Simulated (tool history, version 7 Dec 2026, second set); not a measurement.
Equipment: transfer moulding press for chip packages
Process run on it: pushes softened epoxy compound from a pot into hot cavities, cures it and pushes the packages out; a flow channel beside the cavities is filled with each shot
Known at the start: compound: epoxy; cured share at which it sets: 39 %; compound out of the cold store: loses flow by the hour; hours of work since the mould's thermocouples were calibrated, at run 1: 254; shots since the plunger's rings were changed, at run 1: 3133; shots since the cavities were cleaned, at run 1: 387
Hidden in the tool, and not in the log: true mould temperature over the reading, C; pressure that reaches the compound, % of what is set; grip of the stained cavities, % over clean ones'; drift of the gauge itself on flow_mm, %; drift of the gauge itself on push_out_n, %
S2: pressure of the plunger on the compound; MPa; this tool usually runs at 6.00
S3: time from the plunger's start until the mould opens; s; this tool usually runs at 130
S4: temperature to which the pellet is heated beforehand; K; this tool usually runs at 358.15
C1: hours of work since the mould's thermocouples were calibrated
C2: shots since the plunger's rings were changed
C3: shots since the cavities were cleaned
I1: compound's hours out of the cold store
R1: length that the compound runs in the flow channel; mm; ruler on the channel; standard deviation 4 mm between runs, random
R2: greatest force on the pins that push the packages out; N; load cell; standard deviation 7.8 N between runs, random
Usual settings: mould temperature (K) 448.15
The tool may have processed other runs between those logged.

Run 1, hour 0.0: usual settings; C1 254; C2 3133; C3 387; I1 36.5. Result: R1 869 mm, R2 336 N.
Run 2, hour 25.0: usual settings; C1 273; C2 3393; C3 647; I1 16.3. Result: R1 929 mm, R2 342 N.
Run 3, hour 52.8: usual settings; C1 293; C2 3683; C3 937; I1 18.4. Result: R1 925 mm, R2 333 N.
At hour 71.6: cavities cleaned with cleaning compound and waxed.
Run 4, hour 80.9: usual settings but S4 355.15 K; C1 313; C2 3960; C3 97; I1 42.9. Result: R1 867 mm, R2 321 N.
Run 5, hour 114.0: usual settings; C1 337; C2 4304; C3 441; I1 35.0. Result: R1 884 mm, R2 338 N.
At hour 120.1: plunger's sealing rings changed.
Run 6, hour 148.7: usual settings; C1 361; C2 298; C3 777; I1 21.3. Result: R1 921 mm, R2 333 N.
Run 7, hour 166.4: usual settings; C1 374; C2 482; C3 961; I1 18.1. Result: R1 918 mm, R2 340 N.
At hour 181.3: cavities cleaned with cleaning compound and waxed.
Run 8, hour 196.8: usual settings; C1 395; C2 783; C3 161; I1 9.7. Result: R1 955 mm, R2 343 N.
Run 9, hour 226.3: usual settings; C1 417; C2 1090; C3 468; I1 47.3. Result: R1 855 mm, R2 324 N.
Run 10, hour 252.1: usual settings but S4 352.15 K; C1 436; C2 1358; C3 736; I1 8.3. Result: R1 959 mm, R2 357 N.
Run 11, hour 284.7: usual settings but mould temperature (K) 446.15, S4 351.15 K; C1 460; C2 1698; C3 1076; I1 25.2. Result: R1 920 mm, R2 396 N.
At hour 290.8: cavities cleaned with cleaning compound and waxed.
Run 12, hour 311.5: usual settings but mould temperature (K) 446.15, S4 351.15 K; C1 478; C2 1962; C3 216; I1 10.1. Result: R1 958 mm, R2 397 N.
Run 13, hour 326.5: usual settings but mould temperature (K) 446.15, S4 351.15 K; C1 489; C2 2117; C3 371; I1 41.6. Result: R1 877 mm, R2 379 N.
Run 14, hour 351.0: usual settings but mould temperature (K) 441.15, S2 5.00 MPa, S4 350.15 K; C1 507; C2 2372; C3 626; I1 45.0. Result: R1 808 mm, R2 519 N.
Run 15, hour 369.3: usual settings but mould temperature (K) 441.15, S2 5.00 MPa, S4 350.15 K; C1 521; C2 2564; C3 818; I1 46.2. Result: R1 806 mm, R2 526 N.
Run 16, hour 385.4: usual settings but mould temperature (K) 446.15, S2 7.05 MPa, S3 139 s, S4 354.15 K; C1 533; C2 2730; C3 984; I1 42.1. Result: R1 949 mm, R2 333 N.
At hour 399.3: cavities cleaned with cleaning compound and waxed.
Run 17, hour 403.4: usual settings but S2 6.98 MPa, S4 367.15 K; C1 545; C2 2903; C3 44; I1 23.3. Result: R1 981 mm, R2 345 N.
Run 18, hour 424.4: usual settings but S2 6.98 MPa, S4 367.15 K; C1 560; C2 3121; C3 262; I1 33.6. Result: R1 955 mm, R2 336 N.
Run 19, hour 440.9: usual settings but mould temperature (K) 451.15, S3 161 s; C1 573; C2 3293; C3 434; I1 35.6. Result: R1 867 mm, R2 261 N.
Run 20, hour 473.7: usual settings but mould temperature (K) 451.15, S3 161 s, S4 357.15 K; C1 597; C2 3634; C3 775; I1 30.4. Result: R1 876 mm, R2 270 N.

Consider 5 possible next runs. They are alternatives, not a sequence: every one starts from the tool as it was left by run 20. What does each give?
At hour 479.4: mould's thermocouples calibrated.
Run A, hour 504.3: usual settings but mould temperature (K) 451.15, S2 6.98 MPa, S3 161 s, S4 357.15 K; C1 18; C2 3932; C3 1073; I1 24.1. Result: R1 ?, R2 ?.
At hour 479.4: mould's thermocouples calibrated.
Run B, hour 504.3: usual settings but mould temperature (K) 440.15; C1 18; C2 3932; C3 1073; I1 16.1. Result: R1 ?, R2 ?.
At hour 479.4: mould's thermocouples calibrated.
Run C, hour 504.3: usual settings but mould temperature (K) 455.15, S3 126 s; C1 18; C2 3932; C3 1073; I1 32.8. Result: R1 ?, R2 ?.
At hour 479.4: mould's thermocouples calibrated.
Run D, hour 504.3: usual settings but S2 7.43 MPa, S4 360.15 K; C1 18; C2 3932; C3 1073; I1 32.1. Result: R1 ?, R2 ?.
At hour 479.4: mould's thermocouples calibrated.
Run E, hour 504.3: usual settings but mould temperature (K) 441.15, S3 118 s, S4 360.15 K; C1 18; C2 3932; C3 1073; I1 25.3. Result: R1 ?, R2 ?.

run   R1   R2
  A  972  255
  B  973  593
  C  860  270
  D  981  337
  E  941  647
The same runs, with their run-to-run variation unchanged, on a tool lacking any hidden condition would have given:
run   R1   R2
  A  972  254
  B  974  588
  C  860  267
  D  982  335
  E  942  642
